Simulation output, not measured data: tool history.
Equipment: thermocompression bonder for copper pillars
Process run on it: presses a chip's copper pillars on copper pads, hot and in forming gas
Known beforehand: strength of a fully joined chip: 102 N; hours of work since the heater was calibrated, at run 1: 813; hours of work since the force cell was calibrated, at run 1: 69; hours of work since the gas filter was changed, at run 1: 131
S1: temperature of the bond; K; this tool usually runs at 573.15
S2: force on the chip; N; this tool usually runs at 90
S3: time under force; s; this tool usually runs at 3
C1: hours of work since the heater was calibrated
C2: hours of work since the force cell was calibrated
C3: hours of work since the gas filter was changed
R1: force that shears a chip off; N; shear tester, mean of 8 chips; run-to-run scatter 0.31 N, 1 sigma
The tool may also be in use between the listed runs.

| run | hour | S1 | S2 | S3 | C1 | C2 | C3 | R1 |
|---|---|---|---|---|---|---|---|---|
| 1 | 0 | 573.15 | 90 | 3 | 813 | 69 | 131 | 67.5 |
| 2 | 25.5 | 573.15 | 90 | 3 | 824 | 80 | 142 | 67.2 |
|  | 30.3 | forming gas filter changed |
| 3 | 69.5 | 573.15 | 90 | 3 | 842 | 98 | 16 | 67.4 |
| 4 | 109.6 | 573.15 | 72 | 3 | 859 | 114 | 33 | 58.2 |
| 5 | 150.5 | 573.15 | 72 | 3 | 876 | 131 | 50 | 58.2 |
| 6 | 188.6 | 573.15 | 72 | 3 | 891 | 147 | 66 | 58.3 |
| 7 | 236 | 573.15 | 72 | 3 | 911 | 167 | 85 | 58.1 |
| 8 | 283.9 | 573.15 | 90 | 8 | 931 | 187 | 105 | 84.4 |
| 9 | 339 | 573.15 | 99 | 8 | 954 | 209 | 128 | 87.5 |
|  | 376.5 | forming gas filter changed |
| 10 | 377.6 | 573.15 | 99 | 8 | 969 | 225 | 0 | 86.7 |
| 11 | 413.8 | 573.15 | 99 | 8 | 984 | 240 | 15 | 86.3 |
| 12 | 445.1 | 573.15 | 99 | 8 | 997 | 253 | 28 | 87.3 |
| 13 | 475.7 | 573.15 | 99 | 8 | 1010 | 266 | 41 | 87.1 |
|  | 488.9 | heater calibrated with a thermocouple chip |
| 14 | 505.9 | 573.15 | 90 | 5 | 7 | 277 | 53 | 76.2 |
| 15 | 547.7 | 581.15 | 90 | 5 | 24 | 295 | 70 | 80.5 |
| 16 | 598.2 | 581.15 | 90 | 5 | 45 | 316 | 91 | 79.6 |
| 17 | 650.2 | 581.15 | 90 | 5 | 67 | 337 | 113 | 80.9 |
| 18 | 703.2 | 581.15 | 90 | 5 | 89 | 359 | 134 | 80.4 |
|  | 723.8 | forming gas filter changed |
| 19 | 746.3 | 545.15 | 72 | 3 | 106 | 377 | 9 | 41.9 |
| 20 | 784.3 | 563.15 | 72 | 3 | 122 | 393 | 25 | 52 |
| 21 | 833.5 | 563.15 | 72 | 3 | 142 | 413 | 45 | 52.1 |
| 22 | 887.8 | 563.15 | 72 | 3 | 165 | 435 | 68 | 52.2 |
| 23 | 927.5 | 555.15 | 92 | 3 | 181 | 452 | 84 | 57.1 |
| 24 | 976.5 | 586.15 | 88 | 3 | 202 | 472 | 105 | 72.4 |
| 25 | 1020.8 | 586.15 | 88 | 3 | 220 | 490 | 123 | 73 |
|  | 1070.7 | forming gas filter changed |
| 26 | 1070.7 | 569.15 | 116 | 2 | 241 | 511 | 0 | 67.1 |
| 27 | 1116 | 563.15 | 120 | 2 | 259 | 530 | 19 | 65.3 |
| 28 | 1157.2 | 577.15 | 87 | 4 | 276 | 547 | 36 | 71.9 |
| 29 | 1196.8 | 595.15 | 71 | 2 | 293 | 563 | 52 | 61.8 |
| 30 | 1225.3 | 590.15 | 90 | 7 | 305 | 575 | 64 | 87.8 |
| 31 | 1268.9 | 554.15 | 111 | 5 | 323 | 593 | 82 | 73 |
| 32 | 1310.3 | 563.15 | 90 | 3 | 340 | 610 | 99 | 60.2 |
| 33 | 1338.8 | 563.15 | 90 | 3 | 352 | 622 | 111 | 60.4 |
| 34 | 1373.2 | 563.15 | 90 | 3 | 366 | 636 | 125 | 60.5 |
| 35 | 1405.5 | 585.15 | 111 | 2 | 379 | 650 | 139 | 73.6 |
|  | 1420.1 | forming gas filter changed |
| 36 | 1458.9 | 585.15 | 111 | 2 | 401 | 671 | 16 | 73 |

What if the next run were any one of these 3? Each begins from the tool's condition after run 36:
| A | 1484.1 | 573.15 | 58 | 3 | 411 | 682 | 26 | ? |
| B | 1484.1 | 573.15 | 90 | 4 | 411 | 682 | 26 | ? |
| C | 1484.1 | 573.15 | 92 | 3 | 411 | 682 | 26 | ? |

| run | R1 |
|---|---|
| A | 48.8 |
| B | 71.2 |
| C | 66.8 |
With no hidden state in the tool, these same runs would have given:
| run | R1 |
|---|---|
| A | 49.9 |
| B | 72.8 |
| C | 68.3 |
